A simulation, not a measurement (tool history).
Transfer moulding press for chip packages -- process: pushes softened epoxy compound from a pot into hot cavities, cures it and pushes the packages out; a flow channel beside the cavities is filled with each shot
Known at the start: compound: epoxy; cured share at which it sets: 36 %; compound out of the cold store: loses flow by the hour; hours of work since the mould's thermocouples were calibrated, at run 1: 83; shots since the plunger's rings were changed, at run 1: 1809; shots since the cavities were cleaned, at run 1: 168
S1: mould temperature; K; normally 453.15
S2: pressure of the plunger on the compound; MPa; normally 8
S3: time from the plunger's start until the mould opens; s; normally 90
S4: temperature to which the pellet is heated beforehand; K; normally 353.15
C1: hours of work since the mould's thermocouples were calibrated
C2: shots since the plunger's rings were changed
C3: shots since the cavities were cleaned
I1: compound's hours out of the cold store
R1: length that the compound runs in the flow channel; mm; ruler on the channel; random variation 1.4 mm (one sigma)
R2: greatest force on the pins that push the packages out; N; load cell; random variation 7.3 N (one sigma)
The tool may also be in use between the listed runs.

| run | hour | S1 | S2 | S3 | S4 | C1 | C2 | C3 | I1 | R1 | R2 |
|---|---|---|---|---|---|---|---|---|---|---|---|
| 1 | 0 | 453.15 | 8 | 90 | 353.15 | 83 | 1809 | 168 | 14.5 | 788 | 442 |
| 2 | 12.5 | 453.15 | 8 | 90 | 347.15 | 91 | 1994 | 353 | 10.8 | 807 | 521 |
|  | 23.7 | cavities cleaned with cleaning compound and waxed |
| 3 | 23.7 | 453.15 | 8 | 90 | 353.15 | 98 | 2138 | 0 | 35 | 696 | 305 |
| 4 | 31.2 | 453.15 | 8 | 90 | 353.15 | 103 | 2249 | 111 | 18.5 | 766 | 397 |
| 5 | 42.9 | 453.15 | 8 | 90 | 353.15 | 111 | 2422 | 284 | 8.7 | 811 | 495 |
| 6 | 53.5 | 453.15 | 8 | 90 | 353.15 | 118 | 2579 | 441 | 16.8 | 772 | 558 |
|  | 58.8 | cavities cleaned with cleaning compound and waxed |
| 7 | 68.7 | 453.15 | 8 | 90 | 353.15 | 128 | 2782 | 146 | 12.9 | 790 | 428 |
| 8 | 75.1 | 455.15 | 7.43 | 90 | 349.15 | 132 | 2877 | 241 | 31.3 | 675 | 446 |
| 9 | 87.2 | 453.15 | 8.4 | 90 | 349.15 | 140 | 3057 | 421 | 13.1 | 801 | 546 |
|  | 93.5 | cavities cleaned with cleaning compound and waxed |
| 10 | 94.8 | 450.15 | 8.4 | 119 | 363.15 | 144 | 3147 | 18 | 13.8 | 810 | 297 |
| 11 | 103.8 | 453.15 | 6.91 | 83 | 353.15 | 150 | 3281 | 152 | 11.2 | 740 | 476 |
| 12 | 111.2 | 456.15 | 6.17 | 90 | 353.15 | 155 | 3390 | 261 | 21.1 | 648 | 463 |
|  | 121.2 | plunger's sealing rings changed |
| 13 | 126.6 | 449.15 | 6.96 | 103 | 358.15 | 164 | 81 | 453 | 31.5 | 689 | 545 |

Alternative continuations, all from the tool just after run 13; predict every row:
|  | 131.2 | cavities cleaned with cleaning compound and waxed |
| A | 141 | 449.15 | 7.06 | 72 | 358.15 | 173 | 272 | 146 | 10.5 | ? | ? |
|  | 131.2 | cavities cleaned with cleaning compound and waxed |
| B | 141 | 453.15 | 8.65 | 96 | 358.15 | 173 | 272 | 146 | 38.9 | ? | ? |
|  | 131.2 | cavities cleaned with cleaning compound and waxed |
| C | 141 | 453.15 | 8 | 122 | 353.15 | 173 | 272 | 146 | 38.6 | ? | ? |
|  | 131.2 | cavities cleaned with cleaning compound and waxed |
| D | 141 | 449.15 | 6.96 | 121 | 345.15 | 173 | 272 | 146 | 24.3 | ? | ? |

| run | R1 | R2 |
|---|---|---|
| A | 786 | 802 |
| B | 721 | 399 |
| C | 695 | 379 |
| D | 717 | 382 |
Had the tool no hidden state, the same runs would have come out as:
| run | R1 | R2 |
|---|---|---|
| A | 789 | 601 |
| B | 724 | 291 |
| C | 698 | 275 |
| D | 720 | 280 |

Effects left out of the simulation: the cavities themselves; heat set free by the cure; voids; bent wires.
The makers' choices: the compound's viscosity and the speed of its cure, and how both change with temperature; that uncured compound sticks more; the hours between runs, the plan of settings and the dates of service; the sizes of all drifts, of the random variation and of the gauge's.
